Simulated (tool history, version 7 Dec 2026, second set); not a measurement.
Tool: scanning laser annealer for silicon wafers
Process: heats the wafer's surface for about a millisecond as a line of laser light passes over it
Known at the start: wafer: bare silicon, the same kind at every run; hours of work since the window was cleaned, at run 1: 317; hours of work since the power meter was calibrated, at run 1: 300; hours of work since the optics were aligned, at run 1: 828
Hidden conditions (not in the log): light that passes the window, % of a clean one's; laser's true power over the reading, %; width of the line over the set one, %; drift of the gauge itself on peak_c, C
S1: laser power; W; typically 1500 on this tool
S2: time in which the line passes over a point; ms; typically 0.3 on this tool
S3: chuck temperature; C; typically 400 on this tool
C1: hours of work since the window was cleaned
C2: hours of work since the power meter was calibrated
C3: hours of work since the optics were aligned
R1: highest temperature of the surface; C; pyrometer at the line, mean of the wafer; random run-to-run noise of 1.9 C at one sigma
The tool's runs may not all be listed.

{"run": 1, "hour": 0.0, "S1": 1500, "S2": 0.3, "S3": 400, "C1": 317, "C2": 300, "C3": 828, "R1": 1221}
{"run": 2, "hour": 11.5, "S1": 1500, "S2": 0.3, "S3": 409, "C1": 323, "C2": 306, "C3": 834, "R1": 1226}
{"run": 3, "hour": 19.5, "S1": 1500, "S2": 0.3, "S3": 409, "C1": 327, "C2": 310, "C3": 838, "R1": 1232}
{"run": 4, "hour": 28.3, "S1": 1500, "S2": 0.3, "S3": 409, "C1": 332, "C2": 314, "C3": 842, "R1": 1229}
{"run": 5, "hour": 42.0, "S1": 1500, "S2": 0.3, "S3": 409, "C1": 338, "C2": 321, "C3": 849, "R1": 1231}
{"run": 6, "hour": 53.7, "S1": 1500, "S2": 0.3, "S3": 409, "C1": 344, "C2": 327, "C3": 855, "R1": 1230}
{"run": 7, "hour": 62.1, "S1": 1500, "S2": 0.3, "S3": 400, "C1": 348, "C2": 331, "C3": 859, "R1": 1220}
{"run": 8, "hour": 75.5, "S1": 1500, "S2": 0.3, "S3": 395, "C1": 355, "C2": 337, "C3": 866, "R1": 1213}
{"run": 9, "hour": 86.1, "S1": 1500, "S2": 0.34, "S3": 400, "C1": 360, "C2": 343, "C3": 871, "R1": 1279}
{"run": 10, "hour": 97.0, "S1": 1500, "S2": 0.34, "S3": 400, "C1": 366, "C2": 348, "C3": 876, "R1": 1279}
{"run": 11, "hour": 105.3, "S1": 1500, "S2": 0.34, "S3": 400, "C1": 370, "C2": 352, "C3": 880, "R1": 1279}
{"run": 12, "hour": 114.3, "S1": 1500, "S2": 0.34, "S3": 400, "C1": 374, "C2": 357, "C3": 885, "R1": 1282}
{"run": 13, "hour": 120.7, "S1": 1500, "S2": 0.34, "S3": 400, "C1": 378, "C2": 360, "C3": 888, "R1": 1286}
{"run": 14, "hour": 135.3, "S1": 1500, "S2": 0.34, "S3": 400, "C1": 385, "C2": 367, "C3": 895, "R1": 1281}
{"run": 15, "hour": 150.9, "S1": 1500, "S2": 0.34, "S3": 400, "C1": 393, "C2": 375, "C3": 903, "R1": 1282}
{"run": 16, "hour": 165.5, "S1": 1500, "S2": 0.34, "S3": 400, "C1": 400, "C2": 382, "C3": 910, "R1": 1284}
{"run": 17, "hour": 180.4, "S1": 1500, "S2": 0.34, "S3": 400, "C1": 407, "C2": 390, "C3": 918, "R1": 1283}
{"run": 18, "hour": 195.6, "S1": 1500, "S2": 0.332, "S3": 400, "C1": 415, "C2": 397, "C3": 925, "R1": 1270}
{"run": 19, "hour": 211.2, "S1": 1500, "S2": 0.332, "S3": 400, "C1": 423, "C2": 405, "C3": 933, "R1": 1270}
{"run": 20, "hour": 221.8, "S1": 1500, "S2": 0.3, "S3": 400, "C1": 428, "C2": 411, "C3": 939, "R1": 1221}
{"run": 21, "hour": 228.2, "S1": 1500, "S2": 0.3, "S3": 400, "C1": 431, "C2": 414, "C3": 942, "R1": 1222}
{"run": 22, "hour": 235.6, "S1": 1500, "S2": 0.3, "S3": 400, "C1": 435, "C2": 417, "C3": 945, "R1": 1218}
{"run": 23, "hour": 245.3, "S1": 1355, "S2": 0.331, "S3": 422, "C1": 440, "C2": 422, "C3": 950, "R1": 1188}
{"run": 24, "hour": 258.4, "S1": 1355, "S2": 0.331, "S3": 422, "C1": 446, "C2": 429, "C3": 957, "R1": 1187}
{"run": 25, "hour": 272.9, "S1": 1440, "S2": 0.267, "S3": 400, "C1": 454, "C2": 436, "C3": 964, "R1": 1126}
{"run": 26, "hour": 288.1, "S1": 1527, "S2": 0.327, "S3": 362, "C1": 461, "C2": 444, "C3": 972, "R1": 1240}
{"run": 27, "hour": 302.8, "S1": 1527, "S2": 0.296, "S3": 373, "C1": 469, "C2": 451, "C3": 979, "R1": 1206}
{"run": 28, "hour": 312.5, "S1": 1527, "S2": 0.296, "S3": 404, "C1": 473, "C2": 456, "C3": 984, "R1": 1240}
{"run": 29, "hour": 324.9, "S1": 1537, "S2": 0.233, "S3": 373, "C1": 480, "C2": 462, "C3": 990, "R1": 1102}
{"run": 30, "hour": 340.2, "S1": 1537, "S2": 0.313, "S3": 361, "C1": 487, "C2": 470, "C3": 998, "R1": 1226}
{"run": 31, "hour": 353.9, "S1": 1514, "S2": 0.313, "S3": 409, "C1": 494, "C2": 476, "C3": 1004, "R1": 1258}
{"run": 32, "hour": 367.3, "S1": 1526, "S2": 0.216, "S3": 409, "C1": 501, "C2": 483, "C3": 1011, "R1": 1104}
{"hour": 377.0, "done": "window over the wafer cleaned"}
{"run": 33, "hour": 378.1, "S1": 1526, "S2": 0.216, "S3": 409, "C1": 1, "C2": 488, "C3": 1016, "R1": 1104}
{"run": 34, "hour": 388.6, "S1": 1368, "S2": 0.216, "S3": 409, "C1": 6, "C2": 493, "C3": 1021, "R1": 1015}
{"run": 35, "hour": 398.0, "S1": 1368, "S2": 0.216, "S3": 409, "C1": 11, "C2": 497, "C3": 1026, "R1": 1016}
{"run": 36, "hour": 407.8, "S1": 1602, "S2": 0.305, "S3": 369, "C1": 15, "C2": 502, "C3": 1030, "R1": 1269}
{"run": 37, "hour": 416.1, "S1": 1602, "S2": 0.305, "S3": 369, "C1": 20, "C2": 506, "C3": 1035, "R1": 1268}
{"run": 38, "hour": 427.8, "S1": 1602, "S2": 0.305, "S3": 369, "C1": 25, "C2": 512, "C3": 1040, "R1": 1269}
{"run": 39, "hour": 442.0, "S1": 1604, "S2": 0.217, "S3": 429, "C1": 32, "C2": 519, "C3": 1047, "R1": 1171}
{"run": 40, "hour": 451.9, "S1": 1604, "S2": 0.217, "S3": 429, "C1": 37, "C2": 524, "C3": 1052, "R1": 1172}
{"run": 41, "hour": 465.2, "S1": 1322, "S2": 0.3, "S3": 414, "C1": 44, "C2": 531, "C3": 1059, "R1": 1115}
{"run": 42, "hour": 474.2, "S1": 1322, "S2": 0.3, "S3": 414, "C1": 49, "C2": 535, "C3": 1064, "R1": 1115}

What if the next run were any one of these 3? Each begins from the tool's condition after run 42:
{"run": "A", "hour": 488.2, "S1": 1538, "S2": 0.305, "S3": 414, "C1": 56, "C2": 542, "C3": 1071, "R1": "?"}
{"run": "B", "hour": 488.2, "S1": 1480, "S2": 0.237, "S3": 414, "C1": 56, "C2": 542, "C3": 1071, "R1": "?"}
{"run": "C", "hour": 488.2, "S1": 1481, "S2": 0.334, "S3": 375, "C1": 56, "C2": 542, "C3": 1071, "R1": "?"}

run=A R1=1265
run=B R1=1123
run=C R1=1238
Had the tool no hidden state, the same runs would have come out as:
run=A R1=1266
run=B R1=1123
run=C R1=1238

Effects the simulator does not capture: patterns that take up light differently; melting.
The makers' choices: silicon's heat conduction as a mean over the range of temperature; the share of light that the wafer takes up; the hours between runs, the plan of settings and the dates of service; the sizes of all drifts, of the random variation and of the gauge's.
